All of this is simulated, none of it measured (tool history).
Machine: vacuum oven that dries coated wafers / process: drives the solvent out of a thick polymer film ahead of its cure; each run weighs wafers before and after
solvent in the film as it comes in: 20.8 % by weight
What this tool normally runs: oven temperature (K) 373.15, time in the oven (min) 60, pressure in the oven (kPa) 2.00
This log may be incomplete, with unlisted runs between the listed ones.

run	day	oven temperature (K)	time in the oven (min)	pressure in the oven (kPa)	solvent left in the film (%)
1	0.000	373.15	60	2.00	4.69
2	0.617	373.15	60	2.00	4.73
3	1.417	373.15	60	2.00	4.69
4	2.283	373.15	60	7.70	12.08
5	3.021	373.15	60	7.70	12.08
6	3.746	373.15	60	2.00	4.83
7	4.662	373.15	60	2.00	4.76
8	5.462	373.15	60	2.00	4.68
9	6.104	373.15	60	2.00	4.69
10	6.821	381.15	60	2.00	2.92
11	7.458	381.15	60	2.00	3.05
12	8.117	381.15	60	2.00	2.96
13	8.938	373.15	60	2.00	4.75
14	9.483	373.15	60	2.00	4.84
15	10.254	371.15	92	3.15	5.62
16	10.975	383.15	79	1.35	1.55
17	11.362	383.15	79	3.78	4.03
# day 11.504: vacuum gauge cleaned of residue and calibrated
18	12.025	383.15	79	3.78	4.03
19	12.696	379.15	60	1.35	2.67
20	13.504	379.15	60	1.35	2.63
21	14.208	379.15	60	1.35	2.56
22	15.050	388.15	94	4.15	3.55
# day 15.396: vacuum gauge cleaned of residue and calibrated, once more
23	15.896	358.15	60	4.92	15.09
24	16.325	358.15	60	4.92	15.09
25	17.054	362.15	67	1.39	6.68
26	17.771	360.15	60	4.96	14.10
27	18.592	373.15	60	1.23	3.96

What would each run have given without the hidden state, its run-to-run variation left as it was?
What the log doesn't record here: true wafer temperature over the reading, C; true pressure over the reading, kPa; drift of the gauge itself on solvent_pct, %.
run	solvent left in the film (%)
1	4.74
2	4.78
3	4.73
4	12.16
5	12.15
6	4.85
7	4.78
8	4.69
9	4.70
10	2.92
11	3.04
12	2.95
13	4.73
14	4.82
15	5.59
16	1.52
17	4.01
18	4.00
19	2.63
20	2.59
21	2.51
22	3.51
23	15.03
24	15.02
25	6.62
26	14.02
27	3.91

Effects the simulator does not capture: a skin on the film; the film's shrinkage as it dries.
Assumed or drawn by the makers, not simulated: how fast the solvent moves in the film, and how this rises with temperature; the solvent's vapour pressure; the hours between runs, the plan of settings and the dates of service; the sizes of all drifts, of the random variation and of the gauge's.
